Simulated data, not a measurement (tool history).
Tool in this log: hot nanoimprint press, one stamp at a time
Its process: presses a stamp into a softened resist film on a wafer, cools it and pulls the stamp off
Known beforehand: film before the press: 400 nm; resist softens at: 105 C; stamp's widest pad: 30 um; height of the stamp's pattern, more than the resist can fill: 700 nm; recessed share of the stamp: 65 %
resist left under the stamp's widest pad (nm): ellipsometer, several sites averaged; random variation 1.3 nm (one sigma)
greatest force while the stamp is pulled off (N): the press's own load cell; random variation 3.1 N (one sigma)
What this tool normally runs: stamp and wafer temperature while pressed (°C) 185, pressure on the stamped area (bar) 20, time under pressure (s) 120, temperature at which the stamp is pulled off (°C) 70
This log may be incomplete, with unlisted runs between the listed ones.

run   hour  stamp and wafer temperature while pressed (°C)  pressure on the stamped area (bar)  time under pressure (s)  temperature at which the stamp is pulled off (°C)  resist left under the stamp's widest pad (nm)  greatest force while the stamp is pulled off (N)
  1      0                                             185                                  20                      120                                                 70                                          204.2                                               173
  2   12.9                                             185                                20.9                      120                                                 70                                          200.6                                               170
  3   25.3                                             185                                  20                      120                                                 61                                          205.8                                               212
  4   43.1                                             185                                13.5                      120                                                 70                                          237.1                                               182
  5   61.6                                             185                                13.5                       76                                                 70                                          273.2                                               183
  6   76.1                                             185                                  20                      120                                                 70                                          207.7                                               186
  7   94.8                                             185                                  20                      120                                                 70                                          205.2                                               197
  8    117                                             185                                27.4                      120                                                 70                                          182.5                                               189
  9  140.2                                             185                                27.4                      120                                                 70                                          182.1                                               203
 10  156.6                                             185                                27.4                      120                                                 70                                          183.7                                               208
 11  174.6                                             185                                27.4                      120                                                 70                                          182.2                                               205
 12  185.3                                             185                                27.4                      120                                                 70                                          183.6                                               212
 13    208                                             185                                27.4                      120                                                 70                                          185.6                                               223
 14  221.5                                             185                                27.4                      120                                                 70                                            184                                               219
 15  241.5                                             185                                  20                      120                                                 70                                          211.5                                               223
 16  255.2                                             177                                  20                      109                                                 70                                          288.6                                               226
 17    273                                             185                                  20                       76                                                 70                                          243.1                                               227
 18  291.1                                             185                                  20                       80                                                 65                                          244.3                                               265
 19  312.8                                             185                                  20                       80                                                 65                                          241.7                                               165
 20  327.1                                             175                                  20                      127                                                 78                                          299.4                                               118
 21    350                                             175                                  20                      127                                                 69                                          300.2                                               158
 22  360.8                                             195                                15.1                      127                                                 69                                            156                                               165
 23  380.6                                             195                                27.4                      142                                                 69                                          105.8                                               164
 24  390.3                                             185                                  16                       86                                                 70                                          247.9                                               164
 25    411                                             176                                  22                       63                                                 70                                          322.4                                               167
 26  432.2                                             176                                  22                       63                                                 70                                          320.8                                               163
 27    444                                             176                                  22                       94                                                 70                                          298.5                                               177
 28  466.6                                             176                                  22                       94                                                 70                                          297.8                                               175
 29  483.2                                             187                                27.5                      151                                                 70                                          150.7                                               182

Missing from the log above: 3 entries noted between runs. For each, name the pair of listed runs it sits between and say how the tool's hidden condition differs from the listed run just before to the listed run just after:
After run 14, before run 15: plate thermocouple calibrated (hour 226)
  true temperature over the reading, C: -0.69 -> -0.88; pressure that arrives at the usual setting, %: 100.22 -> 100.18; grip of the stamp's worn release coat, % over a new coat's: 47.8 -> 50.4
  difference, measured minus the result without the unlogged condition, resist left under the stamp's widest pad (nm): +5.4 -> +7.4; greatest force while the stamp is pulled off (N): +73 -> +78
After run 18, before run 19: stamp cleaned and given a new release coat (hour 312.8)
  true temperature over the reading, C: -1.03 -> -1.07; pressure that arrives at the usual setting, %: 100.08 -> 100.05; grip of the stamp's worn release coat, % over a new coat's: 57.8 -> 0
  difference, measured minus the result without the unlogged condition, resist left under the stamp's widest pad (nm): +8.9 -> +9.3; greatest force while the stamp is pulled off (N): +101 -> +4
After run 22, before run 23: plate thermocouple calibrated, once more (hour 367.3)
  true temperature over the reading, C: -1.21 -> 0.02; pressure that arrives at the usual setting, %: 99.95 -> 99.92; grip of the stamp's worn release coat, % over a new coat's: 6.6 -> 8.9
  difference, measured minus the result without the unlogged condition, resist left under the stamp's widest pad (nm): +7.9 -> +0; greatest force while the stamp is pulled off (N): +14 -> +14
